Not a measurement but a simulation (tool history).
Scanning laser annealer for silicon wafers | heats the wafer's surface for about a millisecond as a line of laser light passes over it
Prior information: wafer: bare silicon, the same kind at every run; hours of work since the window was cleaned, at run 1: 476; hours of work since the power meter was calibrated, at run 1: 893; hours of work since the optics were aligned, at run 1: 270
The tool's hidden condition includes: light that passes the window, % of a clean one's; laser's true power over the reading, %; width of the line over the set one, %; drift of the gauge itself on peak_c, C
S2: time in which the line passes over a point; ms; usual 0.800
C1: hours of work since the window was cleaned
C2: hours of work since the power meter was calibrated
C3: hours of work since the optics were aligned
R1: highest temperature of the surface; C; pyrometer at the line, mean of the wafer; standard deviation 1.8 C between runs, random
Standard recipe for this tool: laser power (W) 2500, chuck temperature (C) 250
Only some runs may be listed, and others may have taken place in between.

Run 1, day 0.000: usual settings; C1 476; C2 893; C3 270. Result: R1 1056 C.
Run 2, day 2.512: usual settings; C1 504; C2 921; C3 298. Result: R1 1055 C.
Run 3, day 5.404: usual settings; C1 537; C2 954; C3 331. Result: R1 1055 C.
Run 4, day 7.012: usual settings; C1 555; C2 972; C3 349. Result: R1 1051 C.
Run 5, day 8.938: usual settings; C1 577; C2 994; C3 371. Result: R1 1050 C.
Run 6, day 12.112: usual settings; C1 612; C2 1029; C3 406. Result: R1 1051 C.
Run 7, day 14.912: usual settings but laser power (W) 2234; C1 644; C2 1061; C3 438. Result: R1 969 C.
Run 8, day 18.083: usual settings but laser power (W) 2700; C1 680; C2 1097; C3 474. Result: R1 1107 C.
Run 9, day 20.750: usual settings but laser power (W) 2700, S2 0.605 ms, chuck temperature (C) 226; C1 710; C2 1127; C3 504. Result: R1 986 C.
Run 10, day 23.192: usual settings but laser power (W) 2700, S2 0.605 ms, chuck temperature (C) 226; C1 737; C2 1154; C3 531. Result: R1 984 C.
Run 11, day 24.788: usual settings but laser power (W) 2700, S2 0.605 ms, chuck temperature (C) 226; C1 755; C2 1172; C3 549. Result: R1 982 C.
Run 12, day 26.838: usual settings but chuck temperature (C) 241; C1 778; C2 1195; C3 572. Result: R1 1032 C.
Run 13, day 29.583: usual settings but chuck temperature (C) 241; C1 809; C2 1226; C3 603. Result: R1 1032 C.
At day 31.717: window over the wafer cleaned.
Run 14, day 32.029: usual settings but chuck temperature (C) 247; C1 4; C2 1253; C3 630. Result: R1 1061 C.
Run 15, day 33.675: usual settings but laser power (W) 2288, S2 0.766 ms, chuck temperature (C) 257; C1 22; C2 1271; C3 648. Result: R1 991 C.
Run 16, day 37.225: usual settings but laser power (W) 2288, S2 0.766 ms, chuck temperature (C) 257; C1 62; C2 1311; C3 688. Result: R1 992 C.

Results per run with the tool's hidden condition removed, run-to-run variation unchanged:
run    R1
  1  1072
  2  1072
  3  1073
  4  1070
  5  1070
  6  1072
  7   990
  8  1133
  9  1010
 10  1009
 11  1007
 12  1060
 13  1062
 14  1068
 15   998
 16  1000
